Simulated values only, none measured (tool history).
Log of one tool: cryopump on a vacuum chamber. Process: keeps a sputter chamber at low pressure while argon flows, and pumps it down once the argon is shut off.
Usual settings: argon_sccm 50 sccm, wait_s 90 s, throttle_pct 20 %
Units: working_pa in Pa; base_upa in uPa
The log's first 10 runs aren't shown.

run,hour,argon_sccm,wait_s,throttle_pct,working_pa,base_upa
# hour 146: leaking fittings of the chamber tightened, without venting
11,152.5,50,90,20,0.3047,0.66
12,166.9,50,90,20,0.304,0.61
13,185.4,50,90,18,0.3369,0.63
14,198.9,50,90,18,0.3388,0.68
15,216.8,50,90,18,0.3396,0.66
16,232.1,50,90,18,0.3395,0.7
17,242.9,26,90,20,0.1583,0.74
18,252.8,50,90,35,0.1782,0.75
19,271.9,50,90,35,0.1788,0.77
20,281.8,22,103,25,0.1068,0.72
21,294,22,103,25,0.1093,0.74
22,307.9,66,107,20,0.4057,0.77
23,316.8,87,90,28,0.3879,0.78
24,333.9,87,90,42,0.2635,0.79
25,346,87,90,42,0.2628,0.81
26,355.2,87,66,46,0.2397,0.97
27,369.8,87,35,18,0.593,1.43
28,387.6,23,39,24,0.1188,1.33
29,408.6,26,140,19,0.1681,0.77

Forecast run 30:
30,421.7,26,140,19,?,?

{"run 30": {"working_pa": 0.1691, "base_upa": 0.75}}
Without the tool's hidden state the same run would have given working_pa 0.1628 Pa, base_upa 0.42 uPa.
